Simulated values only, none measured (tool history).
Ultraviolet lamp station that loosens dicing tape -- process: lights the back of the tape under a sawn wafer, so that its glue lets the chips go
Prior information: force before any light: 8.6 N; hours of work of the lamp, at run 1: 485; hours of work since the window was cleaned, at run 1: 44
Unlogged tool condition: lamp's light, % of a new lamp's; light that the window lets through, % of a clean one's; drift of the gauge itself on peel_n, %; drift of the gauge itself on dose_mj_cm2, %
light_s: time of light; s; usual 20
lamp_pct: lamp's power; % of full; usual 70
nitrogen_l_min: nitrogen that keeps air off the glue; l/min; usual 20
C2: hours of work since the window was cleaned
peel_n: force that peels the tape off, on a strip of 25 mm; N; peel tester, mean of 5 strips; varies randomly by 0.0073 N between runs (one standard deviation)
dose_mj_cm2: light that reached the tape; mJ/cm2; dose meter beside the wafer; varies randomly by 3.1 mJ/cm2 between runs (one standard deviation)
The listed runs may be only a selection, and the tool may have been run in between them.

run 1 day=0.000 | light_s=20 lamp_pct=70 nitrogen_l_min=20 | hours_of_work_of_the_lamp=485 C2=44 | peel_n=0.399 dose_mj_cm2=401
run 2 day=1.042 | light_s=20 lamp_pct=96 nitrogen_l_min=20 | hours_of_work_of_the_lamp=501 C2=60 | peel_n=0.181 dose_mj_cm2=542
run 3 day=1.733 | light_s=20 lamp_pct=70 nitrogen_l_min=20 | hours_of_work_of_the_lamp=512 C2=71 | peel_n=0.423 dose_mj_cm2=393
run 4 day=2.825 | light_s=20 lamp_pct=70 nitrogen_l_min=20 | hours_of_work_of_the_lamp=529 C2=88 | peel_n=0.461 dose_mj_cm2=387
run 5 day=3.562 | light_s=20 lamp_pct=70 nitrogen_l_min=20 | hours_of_work_of_the_lamp=540 C2=99 | peel_n=0.450 dose_mj_cm2=386
run 6 day=4.600 | light_s=20 lamp_pct=70 nitrogen_l_min=20 | hours_of_work_of_the_lamp=556 C2=116 | peel_n=0.440 dose_mj_cm2=375
run 7 day=5.233 | light_s=20 lamp_pct=70 nitrogen_l_min=20 | hours_of_work_of_the_lamp=566 C2=125 | peel_n=0.463 dose_mj_cm2=375
run 8 day=6.367 | light_s=20 lamp_pct=70 nitrogen_l_min=20 | hours_of_work_of_the_lamp=584 C2=143 | peel_n=0.501 dose_mj_cm2=370
run 9 day=7.479 | light_s=20 lamp_pct=70 nitrogen_l_min=20 | hours_of_work_of_the_lamp=601 C2=160 | peel_n=0.532 dose_mj_cm2=366
run 10 day=8.225 | light_s=20 lamp_pct=70 nitrogen_l_min=20 | hours_of_work_of_the_lamp=612 C2=172 | peel_n=0.547 dose_mj_cm2=361
run 11 day=9.346 | light_s=20 lamp_pct=70 nitrogen_l_min=20 | hours_of_work_of_the_lamp=630 C2=189 | peel_n=0.549 dose_mj_cm2=352
run 12 day=9.871 | light_s=26 lamp_pct=70 nitrogen_l_min=25 | hours_of_work_of_the_lamp=638 C2=197 | peel_n=0.231 dose_mj_cm2=454
run 13 day=10.575 | light_s=17 lamp_pct=72 nitrogen_l_min=8 | hours_of_work_of_the_lamp=649 C2=208 | peel_n=1.635 dose_mj_cm2=302
run 14 day=11.625 | light_s=20 lamp_pct=82 nitrogen_l_min=20 | hours_of_work_of_the_lamp=665 C2=225 | peel_n=0.406 dose_mj_cm2=404
-- day=11.862 window cleaned of glue's vapour
run 15 day=12.267 | light_s=35 lamp_pct=75 nitrogen_l_min=17 | hours_of_work_of_the_lamp=675 C2=6 | peel_n=0.117 dose_mj_cm2=729
run 16 day=13.050 | light_s=30 lamp_pct=67 nitrogen_l_min=11 | hours_of_work_of_the_lamp=687 C2=18 | peel_n=0.333 dose_mj_cm2=560
run 17 day=14.138 | light_s=30 lamp_pct=90 nitrogen_l_min=7 | hours_of_work_of_the_lamp=704 C2=35 | peel_n=0.268 dose_mj_cm2=746
run 18 day=14.892 | light_s=20 lamp_pct=93 nitrogen_l_min=20 | hours_of_work_of_the_lamp=716 C2=47 | peel_n=0.216 dose_mj_cm2=509
run 19 day=15.617 | light_s=12 lamp_pct=78 nitrogen_l_min=27 | hours_of_work_of_the_lamp=727 C2=58 | peel_n=0.931 dose_mj_cm2=251

A few steps of peel_n between consecutive runs. Split each: what settings, incoming material and random variation would produce without the hidden state, and what is left over for the hidden state, along with gauge scatter present in only one of the two compared results (measured, and without hidden state):
Run 12 -> 13: light_s 26 -> 17, lamp_pct 70 -> 72, nitrogen_l_min 25 -> 8. peel_n +1.404 N: hidden state +0.588, all else +0.816.
